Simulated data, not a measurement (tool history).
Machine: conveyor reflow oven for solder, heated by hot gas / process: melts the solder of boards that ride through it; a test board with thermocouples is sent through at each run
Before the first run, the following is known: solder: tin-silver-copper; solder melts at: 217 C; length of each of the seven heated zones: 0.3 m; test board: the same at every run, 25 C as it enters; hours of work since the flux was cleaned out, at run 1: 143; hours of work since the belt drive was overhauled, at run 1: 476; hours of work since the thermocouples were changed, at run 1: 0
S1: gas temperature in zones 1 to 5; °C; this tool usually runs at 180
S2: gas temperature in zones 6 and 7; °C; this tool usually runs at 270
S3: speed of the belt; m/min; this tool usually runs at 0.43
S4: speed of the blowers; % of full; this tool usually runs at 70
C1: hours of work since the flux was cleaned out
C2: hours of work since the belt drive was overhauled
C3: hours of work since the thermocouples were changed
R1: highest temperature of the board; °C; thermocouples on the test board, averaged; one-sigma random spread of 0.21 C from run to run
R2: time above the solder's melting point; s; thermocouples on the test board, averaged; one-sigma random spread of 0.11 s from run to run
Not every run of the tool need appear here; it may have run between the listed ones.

run	day	S1	S2	S3	S4	C1	C2	C3	R1	R2
1	0	180	270	0.43	70	143	476	0	258.7	70.7
2	0.825	180	270	0.43	70	155	488	12	258.3	70.6
3	1.221	180	270	0.43	70	161	494	17	258.1	70.7
4	1.825	180	270	0.43	70	169	502	26	258.2	70.8
5	2.225	180	270	0.43	70	175	508	32	258.2	70.6
6	2.992	180	270	0.43	70	186	519	43	258.3	70.4
7	3.758	180	270	0.43	70	197	530	53	258.1	70.4
8	4.467	180	270	0.43	70	207	540	64	258	70.7
# day 5.225: flux residue cleaned out of gas plates and filters
9	5.471	180	270	0.43	70	4	551	75	257.5	69.9
10	5.988	180	275	0.43	70	11	558	82	262.1	72.6
11	6.75	180	275	0.43	70	22	569	93	261.7	72.7
# day 7.35: flux residue cleaned out of gas plates and filters, once more
12	7.367	180	275	0.43	70	0	575	99	263.9	74
13	8.2	180	270	0.43	70	12	587	111	259.3	71.6
14	8.862	180	270	0.43	70	21	596	120	259	71.5
15	9.492	195	260	0.341	60	30	605	129	254.4	96.6
16	10.096	195	260	0.341	60	39	614	138	254.2	96.7
17	10.871	195	260	0.341	60	50	625	149	254.3	96.9
18	11.404	195	260	0.341	60	58	633	156	253.9	96.8
19	12.229	180	273	0.43	67	69	644	168	260.6	72.6
20	12.975	180	273	0.43	67	80	655	179	260.5	72.2
21	13.771	180	273	0.43	67	91	666	190	260.5	71.9
22	14.562	180	264	0.428	67	103	678	201	252.5	67.5
23	14.988	180	264	0.428	59	109	684	207	251.2	66.1
24	15.667	194	270	0.493	70	118	693	217	256.9	66.1
25	16.021	180	278	0.425	83	123	698	222	267.5	77.1
26	16.5	180	264	0.378	70	130	705	229	255.3	80.1
27	16.879	189	279	0.447	71	136	711	234	266.3	75.9

Each row is a separate what-if for the run after 27, all from the same tool condition, not one after another. Results?
A	17.575	169	279	0.447	75	146	720	244	?	?
B	17.575	191	279	0.518	51	146	720	244	?	?
C	17.575	180	267	0.43	70	146	720	244	?	?

run	R1	R2
A	265	67.7
B	258.6	61.4
C	255.3	69
Had the tool no hidden state, the same runs would have come out as:
run	R1	R2
A	266.5	68
B	259.9	61.7
C	256.7	69.4
